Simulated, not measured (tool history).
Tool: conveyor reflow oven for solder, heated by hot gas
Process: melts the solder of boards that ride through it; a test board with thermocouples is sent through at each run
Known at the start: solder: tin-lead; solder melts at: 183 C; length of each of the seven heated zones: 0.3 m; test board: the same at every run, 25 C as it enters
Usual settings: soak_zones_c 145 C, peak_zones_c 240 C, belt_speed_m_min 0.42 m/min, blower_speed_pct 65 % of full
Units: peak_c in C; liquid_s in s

run 1 hour=0 | soak_zones_c=145 peak_zones_c=240 belt_speed_m_min=0.42 blower_speed_pct=65 | peak_c=221.3 liquid_s=70.6
run 2 hour=42.7 | soak_zones_c=145 peak_zones_c=240 belt_speed_m_min=0.42 blower_speed_pct=65 | peak_c=220.8 liquid_s=71.7
run 3 hour=108.6 | soak_zones_c=145 peak_zones_c=240 belt_speed_m_min=0.42 blower_speed_pct=65 | peak_c=221.7 liquid_s=70.5
run 4 hour=167.1 | soak_zones_c=145 peak_zones_c=240 belt_speed_m_min=0.42 blower_speed_pct=65 | peak_c=221.6 liquid_s=70.9
run 5 hour=241.7 | soak_zones_c=145 peak_zones_c=240 belt_speed_m_min=0.42 blower_speed_pct=61 | peak_c=219.5 liquid_s=69.5
run 6 hour=323.7 | soak_zones_c=160 peak_zones_c=240 belt_speed_m_min=0.42 blower_speed_pct=65 | peak_c=223.6 liquid_s=79.7
-- hour=344.2 flux residue cleaned out of gas plates and filters
run 7 hour=378.7 | soak_zones_c=145 peak_zones_c=252 belt_speed_m_min=0.42 blower_speed_pct=65 | peak_c=232.4 liquid_s=78.4
run 8 hour=452.3 | soak_zones_c=145 peak_zones_c=252 belt_speed_m_min=0.42 blower_speed_pct=65 | peak_c=232.3 liquid_s=78.3
run 9 hour=499.3 | soak_zones_c=145 peak_zones_c=240 belt_speed_m_min=0.42 blower_speed_pct=70 | peak_c=223.2 liquid_s=72.8
run 10 hour=558.5 | soak_zones_c=145 peak_zones_c=240 belt_speed_m_min=0.42 blower_speed_pct=65 | peak_c=221.7 liquid_s=71.7
run 11 hour=619.1 | soak_zones_c=156 peak_zones_c=240 belt_speed_m_min=0.42 blower_speed_pct=63 | peak_c=222 liquid_s=77.6
run 12 hour=656.2 | soak_zones_c=145 peak_zones_c=240 belt_speed_m_min=0.42 blower_speed_pct=65 | peak_c=220.2 liquid_s=70.9
run 13 hour=692.8 | soak_zones_c=145 peak_zones_c=240 belt_speed_m_min=0.445 blower_speed_pct=50 | peak_c=215.8 liquid_s=61.4
run 14 hour=740.4 | soak_zones_c=132 peak_zones_c=240 belt_speed_m_min=0.445 blower_speed_pct=50 | peak_c=211.5 liquid_s=52.4
run 15 hour=822.8 | soak_zones_c=132 peak_zones_c=240 belt_speed_m_min=0.445 blower_speed_pct=50 | peak_c=211.6 liquid_s=52.2
-- hour=835.2 thermocouples of zones 6 and 7 changed
run 16 hour=881.4 | soak_zones_c=145 peak_zones_c=240 belt_speed_m_min=0.365 blower_speed_pct=70 | peak_c=227.5 liquid_s=87.4
run 17 hour=924.7 | soak_zones_c=145 peak_zones_c=240 belt_speed_m_min=0.365 blower_speed_pct=70 | peak_c=228.2 liquid_s=87.7

Run 18 comes next. What will it give?
-- hour=962.7 flux residue cleaned out of gas plates and filters
run 18 hour=970.7 | soak_zones_c=145 peak_zones_c=240 belt_speed_m_min=0.42 blower_speed_pct=82 | peak_c=? liquid_s=?

peak_c: 226.2 C
liquid_s: 75.9 s
Without the tool's hidden state the same run would have given peak_c 225.8 C, liquid_s 74.9 s.
